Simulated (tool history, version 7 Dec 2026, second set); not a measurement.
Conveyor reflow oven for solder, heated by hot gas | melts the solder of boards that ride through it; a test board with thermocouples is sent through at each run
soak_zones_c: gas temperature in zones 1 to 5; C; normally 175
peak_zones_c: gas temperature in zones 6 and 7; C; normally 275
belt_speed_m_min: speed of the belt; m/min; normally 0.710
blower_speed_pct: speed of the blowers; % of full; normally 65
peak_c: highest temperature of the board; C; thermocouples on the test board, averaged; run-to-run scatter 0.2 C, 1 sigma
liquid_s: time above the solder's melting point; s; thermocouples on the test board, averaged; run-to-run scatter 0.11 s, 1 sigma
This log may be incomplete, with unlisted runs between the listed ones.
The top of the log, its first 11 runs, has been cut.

run    day  soak_zones_c  peak_zones_c  belt_speed_m_min  blower_speed_pct  hours of work since the flux was cleaned out  hours of work since the belt drive was overhauled  hours of work since the thermocouples were changed  peak_c  liquid_s
 12  3.021           175           275             0.710                65                                           332                                                229                                                 397   256.9      53.4
 13  3.312           175           275             0.710                65                                           336                                                233                                                 401   256.9      53.4
 14  3.642           175           275             0.710                65                                           340                                                237                                                 405   256.7      53.4
 15  3.808           175           275             0.710                65                                           342                                                240                                                 407   256.6      53.3
 16  3.996           175           275             0.710                50                                           345                                                242                                                 410   253.3      50.0
 17  4.246           175           271             0.710                65                                           348                                                245                                                 413   253.4      51.1
 18  4.608           188           279             0.792                65                                           353                                                250                                                 418   258.9      52.3
 19  4.800           188           279             0.792                65                                           356                                                253                                                 420   259.1      52.2

Run 20, settings as shown, results not yet in. Your forecast:
 20  4.975           175           279             0.808                65                                           358                                                255                                                 423       ?         ?

Run 20 came out at peak_c 255.1 C, liquid_s 45.1 s.
Take away the tool's hidden state, keep the run-to-run variation as it was, and the same run would have given peak_c 258.4 C, liquid_s 47.1 s.
